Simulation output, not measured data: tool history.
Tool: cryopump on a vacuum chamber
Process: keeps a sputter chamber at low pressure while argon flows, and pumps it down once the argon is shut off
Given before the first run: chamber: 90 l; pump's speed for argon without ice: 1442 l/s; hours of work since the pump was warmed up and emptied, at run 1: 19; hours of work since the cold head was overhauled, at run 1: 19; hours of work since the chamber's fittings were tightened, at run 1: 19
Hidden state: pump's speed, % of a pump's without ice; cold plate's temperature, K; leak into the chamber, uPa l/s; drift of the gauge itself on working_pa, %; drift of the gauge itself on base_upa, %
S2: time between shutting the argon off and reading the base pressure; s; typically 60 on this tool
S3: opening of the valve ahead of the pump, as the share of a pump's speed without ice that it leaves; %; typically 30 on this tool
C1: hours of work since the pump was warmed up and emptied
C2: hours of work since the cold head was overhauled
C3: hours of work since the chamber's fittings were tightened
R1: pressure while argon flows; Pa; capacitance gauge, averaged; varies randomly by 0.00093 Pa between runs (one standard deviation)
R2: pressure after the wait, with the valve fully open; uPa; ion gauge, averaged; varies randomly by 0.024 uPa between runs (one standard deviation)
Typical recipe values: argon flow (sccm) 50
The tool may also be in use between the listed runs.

{"run": 1, "day": 0.0, "argon flow (sccm)": 50, "S2": 60, "S3": 30, "C1": 19, "C2": 19, "C3": 19, "R1": 0.1946, "R2": 0.87}
{"run": 2, "day": 0.371, "argon flow (sccm)": 50, "S2": 60, "S3": 30, "C1": 25, "C2": 25, "C3": 25, "R1": 0.1966, "R2": 0.92}
{"run": 3, "day": 1.15, "argon flow (sccm)": 50, "S2": 60, "S3": 30, "C1": 38, "C2": 38, "C3": 38, "R1": 0.196, "R2": 0.98}
{"run": 4, "day": 1.633, "argon flow (sccm)": 50, "S2": 60, "S3": 30, "C1": 45, "C2": 45, "C3": 45, "R1": 0.1966, "R2": 0.94}
{"run": 5, "day": 2.392, "argon flow (sccm)": 50, "S2": 60, "S3": 30, "C1": 58, "C2": 58, "C3": 58, "R1": 0.1956, "R2": 0.95}
{"run": 6, "day": 2.783, "argon flow (sccm)": 50, "S2": 60, "S3": 30, "C1": 64, "C2": 64, "C3": 64, "R1": 0.1966, "R2": 0.99}
{"run": 7, "day": 3.596, "argon flow (sccm)": 50, "S2": 60, "S3": 30, "C1": 77, "C2": 77, "C3": 77, "R1": 0.1975, "R2": 0.99}
{"run": 8, "day": 4.412, "argon flow (sccm)": 50, "S2": 89, "S3": 30, "C1": 91, "C2": 91, "C3": 91, "R1": 0.1969, "R2": 0.77}
{"run": 9, "day": 4.958, "argon flow (sccm)": 50, "S2": 89, "S3": 30, "C1": 99, "C2": 99, "C3": 99, "R1": 0.1959, "R2": 0.81}
{"run": 10, "day": 5.342, "argon flow (sccm)": 50, "S2": 60, "S3": 48, "C1": 106, "C2": 106, "C3": 106, "R1": 0.1243, "R2": 1.0}
{"run": 11, "day": 6.146, "argon flow (sccm)": 50, "S2": 94, "S3": 30, "C1": 119, "C2": 119, "C3": 119, "R1": 0.1965, "R2": 0.77}
{"run": 12, "day": 6.946, "argon flow (sccm)": 50, "S2": 60, "S3": 30, "C1": 132, "C2": 132, "C3": 132, "R1": 0.1952, "R2": 1.1}
{"run": 13, "day": 7.65, "argon flow (sccm)": 50, "S2": 60, "S3": 30, "C1": 143, "C2": 143, "C3": 143, "R1": 0.1959, "R2": 1.09}
{"run": 14, "day": 8.425, "argon flow (sccm)": 50, "S2": 60, "S3": 30, "C1": 156, "C2": 156, "C3": 156, "R1": 0.1965, "R2": 1.12}
{"run": 15, "day": 9.175, "argon flow (sccm)": 50, "S2": 60, "S3": 30, "C1": 168, "C2": 168, "C3": 168, "R1": 0.1966, "R2": 1.11}

The next listed run, before its measurement:
{"run": 16, "day": 9.992, "argon flow (sccm)": 26, "S2": 163, "S3": 30, "C1": 181, "C2": 181, "C3": 181, "R1": "?", "R2": "?"}

Run 16 gave R1 0.1014 Pa, R2 0.78 uPa.
Were there no unlogged condition in the tool, this run, its random variation unchanged, would have produced R1 0.1003 Pa, R2 0.48 uPa.

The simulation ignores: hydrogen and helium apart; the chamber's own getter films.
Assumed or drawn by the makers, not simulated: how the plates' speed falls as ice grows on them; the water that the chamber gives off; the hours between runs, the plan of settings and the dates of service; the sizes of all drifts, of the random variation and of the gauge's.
